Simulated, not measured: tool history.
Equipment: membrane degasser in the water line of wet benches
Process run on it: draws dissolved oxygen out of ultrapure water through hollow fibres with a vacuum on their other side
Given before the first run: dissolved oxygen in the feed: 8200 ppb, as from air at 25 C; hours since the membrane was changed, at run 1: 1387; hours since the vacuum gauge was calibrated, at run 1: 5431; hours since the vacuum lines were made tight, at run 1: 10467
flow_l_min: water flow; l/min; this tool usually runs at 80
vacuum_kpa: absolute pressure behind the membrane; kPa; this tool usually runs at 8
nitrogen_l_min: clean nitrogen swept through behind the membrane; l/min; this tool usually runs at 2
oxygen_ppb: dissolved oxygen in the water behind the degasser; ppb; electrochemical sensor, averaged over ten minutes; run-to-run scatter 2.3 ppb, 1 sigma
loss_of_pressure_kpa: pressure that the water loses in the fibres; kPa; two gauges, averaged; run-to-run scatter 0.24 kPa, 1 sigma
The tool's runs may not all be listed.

run     day  flow_l_min  vacuum_kpa  nitrogen_l_min  hours since the membrane was changed  hours since the vacuum gauge was calibrated  hours since the vacuum lines were made tight  oxygen_ppb  loss_of_pressure_kpa
  1       0          80           8               2                                  1387                                         5431                                         10467       428.6                 63.58
  2   0.946          80           8               2                                  1410                                         5453                                         10489       426.2                 64.11
  3   1.829          80           8               2                                  1431                                         5475                                         10511       429.7                 64.27
  4   3.467          80           8               2                                  1470                                         5514                                         10550       425.9                  63.7
  5   5.017          80           8               2                                  1508                                         5551                                         10587       426.1                 63.96
  6   6.908          80           8               2                                  1553                                         5597                                         10632       427.2                  63.9
  7   8.579          80           8               2                                  1593                                         5637                                         10673         428                 64.33
  8   9.546          80           8               2                                  1616                                         5660                                         10696         429                 64.36
  9    10.9          80           8               2                                  1649                                         5692                                         10728         428                 63.54
 10  12.279          80           8            1.34                                  1682                                         5725                                         10761       559.2                 63.81
 11  13.958          80           8            1.34                                  1722                                         5766                                         10802       553.6                 63.63
 12  14.867          80           8            1.34                                  1744                                         5788                                         10823       558.9                 63.88
 13  15.904          80           8            1.34                                  1769                                         5812                                         10848         557                 63.82
 14  17.154          80       10.68            1.34                                  1799                                         5842                                         10878       812.2                 63.94
 15  18.883          80       10.68            1.34                                  1840                                         5884                                         10920       817.3                  63.6
 16  20.375          80       10.68            1.34                                  1876                                         5920                                         10956       810.3                 64.32
 17  21.892          85       19.81            3.71                                  1913                                         5956                                         10992       834.4                  67.9
 18  22.733          89        9.14            3.57                                  1933                                         5976                                         11012       397.4                 71.52
 19  23.829         101        9.14            1.03                                  1959                                         6003                                         11038       972.2                 81.09
 20  25.246          58        9.14            1.06                                  1993                                         6037                                         11072       590.8                  46.1
 21  26.396          58        9.14            1.06                                  2021                                         6064                                         11100       590.2                 46.66
 22  27.512          80        6.88            1.19                                  2048                                         6091                                         11127       482.7                 64.01
 23  29.354          80        6.88            1.19                                  2092                                         6135                                         11171       475.2                 64.43
 24  30.692          52        5.07            2.06                                  2124                                         6167                                         11203       112.8                  41.5
 25    31.7          52        5.07            2.06                                  2148                                         6192                                         11227       112.1                 41.79
 26  32.571          80        7.22               2                                  2169                                         6212                                         11248       366.9                 64.85
 27  34.383          80       17.35               2                                  2212                                         6256                                         11292      1073.9                 64.04
 28  35.204          80       17.35            2.54                                  2232                                         6276                                         11312       900.3                 64.27
 29  36.383          80       17.35            2.54                                  2260                                         6304                                         11340       890.5                 63.95
 30  37.717          93       12.33            4.43                                  2292                                         6336                                         11372       507.1                 74.63
 31  39.433          93       12.33            4.43                                  2334                                         6377                                         11413       507.7                 74.74
 32   41.25          74        5.26            1.21                                  2377                                         6421                                         11457       271.9                 59.33

Same runs, no hidden state in the tool, same run-to-run variation:
Hidden state at play: membrane still open, %; true pressure behind the membrane over the reading, kPa; air that leaks in behind the membrane, l/min; drift of the gauge itself on oxygen_ppb, %; drift of the gauge itself on loss_of_pressure_kpa, %.
run  oxygen_ppb  loss_of_pressure_kpa
  1       421.6                 63.23
  2       419.3                 63.76
  3       422.7                 63.91
  4       418.9                 63.34
  5         419                 63.59
  6       420.1                 63.52
  7       420.7                 63.93
  8       421.7                 63.96
  9       420.7                 63.13
 10       550.4                  63.4
 11       544.8                  63.2
 12       549.9                 63.44
 13         548                 63.38
 14       803.8                 63.49
 15       808.7                 63.14
 16       801.7                 63.85
 17       827.9                  67.4
 18       390.4                 70.98
 19       959.8                 80.47
 20       583.3                 45.74
 21       582.8                 46.29
 22       472.3                  63.5
 23       464.9                  63.9
 24       107.8                 41.16
 25       107.2                 41.44
 26       358.6                 64.31
 27      1066.3                 63.48
 28         893                 63.71
 29       883.3                 63.39
 30       499.4                 73.96
 31       499.8                 74.06
 32       261.3                 58.78
